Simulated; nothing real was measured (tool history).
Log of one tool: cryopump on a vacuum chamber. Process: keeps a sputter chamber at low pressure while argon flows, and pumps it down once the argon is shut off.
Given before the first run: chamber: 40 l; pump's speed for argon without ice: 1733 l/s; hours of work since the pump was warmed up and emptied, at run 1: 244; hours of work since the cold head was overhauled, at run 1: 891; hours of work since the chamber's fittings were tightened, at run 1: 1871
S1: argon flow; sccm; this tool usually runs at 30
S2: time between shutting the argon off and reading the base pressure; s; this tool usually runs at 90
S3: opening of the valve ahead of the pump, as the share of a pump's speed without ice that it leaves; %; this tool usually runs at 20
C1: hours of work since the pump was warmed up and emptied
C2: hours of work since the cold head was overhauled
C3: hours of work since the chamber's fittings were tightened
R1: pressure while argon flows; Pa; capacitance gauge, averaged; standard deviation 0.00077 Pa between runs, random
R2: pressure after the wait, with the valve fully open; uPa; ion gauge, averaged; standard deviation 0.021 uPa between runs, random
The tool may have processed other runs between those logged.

| run | day | S1 | S2 | S3 | C1 | C2 | C3 | R1 | R2 |
|---|---|---|---|---|---|---|---|---|---|
| 1 | 0 | 30 | 90 | 20 | 244 | 891 | 1871 | 0.1509 | 0.63 |
| 2 | 1.433 | 30 | 90 | 20 | 267 | 914 | 1894 | 0.1499 | 0.62 |
| 3 | 3.421 | 30 | 90 | 20 | 300 | 947 | 1927 | 0.1496 | 0.7 |
| 4 | 6.333 | 30 | 90 | 48 | 348 | 995 | 1975 | 0.0659 | 0.67 |
| 5 | 7.558 | 30 | 113 | 20 | 368 | 1015 | 1995 | 0.1518 | 0.68 |
| 6 | 9.958 | 30 | 90 | 20 | 408 | 1054 | 2035 | 0.1515 | 0.71 |
| 7 | 11.204 | 30 | 90 | 20 | 428 | 1075 | 2055 | 0.1513 | 0.69 |
| 8 | 13.196 | 30 | 90 | 20 | 461 | 1108 | 2088 | 0.1529 | 0.75 |
| 9 | 14.408 | 30 | 90 | 20 | 481 | 1128 | 2108 | 0.1525 | 0.76 |
| 10 | 16.229 | 30 | 103 | 20 | 511 | 1158 | 2138 | 0.1542 | 0.7 |
| 11 | 18.362 | 30 | 103 | 20 | 546 | 1193 | 2173 | 0.1541 | 0.75 |
| 12 | 20.179 | 30 | 40 | 20 | 576 | 1223 | 2203 | 0.1548 | 1.07 |
| 13 | 22.829 | 30 | 90 | 20 | 619 | 1266 | 2246 | 0.155 | 0.79 |
|  | 23.567 | pump warmed up, emptied and cooled again |
| 14 | 25.175 | 30 | 90 | 20 | 27 | 1301 | 2282 | 0.1466 | 0.66 |
| 15 | 26.812 | 30 | 90 | 20 | 53 | 1328 | 2309 | 0.1477 | 0.69 |
| 16 | 28.358 | 30 | 227 | 16 | 79 | 1354 | 2334 | 0.185 | 0.53 |
| 17 | 30.208 | 17 | 139 | 15 | 109 | 1384 | 2364 | 0.1125 | 0.63 |
| 18 | 32.35 | 17 | 139 | 15 | 145 | 1419 | 2400 | 0.1113 | 0.6 |
| 19 | 34.442 | 27 | 90 | 31 | 179 | 1454 | 2434 | 0.0875 | 0.72 |
| 20 | 36.129 | 19 | 130 | 21 | 207 | 1482 | 2462 | 0.0898 | 0.66 |
| 21 | 38.633 | 19 | 130 | 21 | 248 | 1523 | 2503 | 0.0903 | 0.67 |
| 22 | 40.075 | 29 | 67 | 24 | 272 | 1547 | 2527 | 0.1216 | 0.86 |

Run 23 comes next. What will it give?
| 23 | 41.558 | 15 | 254 | 24 | 296 | 1571 | 2551 | ? | ? |

R1: 0.0626 Pa
R2: 0.6 uPa
Minus the tool's unlogged condition, the same run would have read R1 0.0606 Pa, R2 0.28 uPa.

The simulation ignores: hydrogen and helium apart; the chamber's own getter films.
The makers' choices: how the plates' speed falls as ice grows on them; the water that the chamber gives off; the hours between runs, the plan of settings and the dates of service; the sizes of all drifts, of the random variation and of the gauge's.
